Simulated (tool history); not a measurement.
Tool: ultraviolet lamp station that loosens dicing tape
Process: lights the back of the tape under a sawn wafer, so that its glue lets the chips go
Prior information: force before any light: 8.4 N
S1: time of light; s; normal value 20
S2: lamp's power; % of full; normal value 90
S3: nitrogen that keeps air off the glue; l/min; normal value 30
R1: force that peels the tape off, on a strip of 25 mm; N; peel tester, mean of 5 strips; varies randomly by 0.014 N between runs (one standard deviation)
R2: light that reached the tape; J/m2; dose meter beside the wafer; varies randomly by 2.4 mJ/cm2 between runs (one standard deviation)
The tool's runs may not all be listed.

run 1 hour=0.0 | S1=20 S2=90 S3=30 | R1=1.107 R2=1960
run 2 hour=43.7 | S1=20 S2=90 S3=30 | R1=1.155 R2=1900
run 3 hour=87.4 | S1=20 S2=90 S3=30 | R1=1.189 R2=1900
run 4 hour=107.7 | S1=20 S2=90 S3=17 | R1=1.484 R2=1880
run 5 hour=151.4 | S1=20 S2=90 S3=17 | R1=1.471 R2=1860
run 6 hour=196.1 | S1=20 S2=89 S3=17 | R1=1.613 R2=1800
run 7 hour=217.6 | S1=20 S2=89 S3=17 | R1=1.612 R2=1810
run 8 hour=237.6 | S1=20 S2=89 S3=17 | R1=1.645 R2=1750
-- hour=244.5 window cleaned of glue's vapour
run 9 hour=275.9 | S1=20 S2=90 S3=24 | R1=0.970 R2=2130
run 10 hour=323.2 | S1=20 S2=90 S3=24 | R1=0.995 R2=2160
run 11 hour=347.0 | S1=20 S2=90 S3=24 | R1=1.026 R2=2120
run 12 hour=379.7 | S1=20 S2=90 S3=24 | R1=1.061 R2=2080
run 13 hour=414.4 | S1=20 S2=90 S3=24 | R1=1.026 R2=2090
run 14 hour=455.5 | S1=20 S2=90 S3=24 | R1=1.111 R2=2040
run 15 hour=503.2 | S1=20 S2=90 S3=24 | R1=1.115 R2=2030
run 16 hour=533.5 | S1=20 S2=90 S3=24 | R1=1.123 R2=2020
run 17 hour=574.3 | S1=20 S2=90 S3=24 | R1=1.160 R2=1980
run 18 hour=621.2 | S1=20 S2=90 S3=30 | R1=1.024 R2=1960
run 19 hour=649.8 | S1=30 S2=83 S3=30 | R1=0.564 R2=2700
run 20 hour=674.3 | S1=25 S2=63 S3=30 | R1=1.365 R2=1670
run 21 hour=704.4 | S1=25 S2=62 S3=27 | R1=1.535 R2=1700
run 22 hour=729.2 | S1=25 S2=62 S3=27 | R1=1.553 R2=1600
run 23 hour=773.0 | S1=15 S2=62 S3=15 | R1=3.359 R2=990
run 24 hour=818.9 | S1=20 S2=96 S3=30 | R1=1.033 R2=1990
run 25 hour=839.7 | S1=20 S2=96 S3=30 | R1=1.047 R2=1970
run 26 hour=858.9 | S1=10 S2=90 S3=10 | R1=4.020 R2=910

What does the tool deliver on the next run?
run 27 hour=889.3 | S1=20 S2=90 S3=25 | R1=? R2=?

Run 27 came out at R1 1.302 N, R2 1830 J/m2.
On a tool with no hidden condition, and with the same random variation, this run would have come out at R1 0.705 N, R2 2520 J/m2.
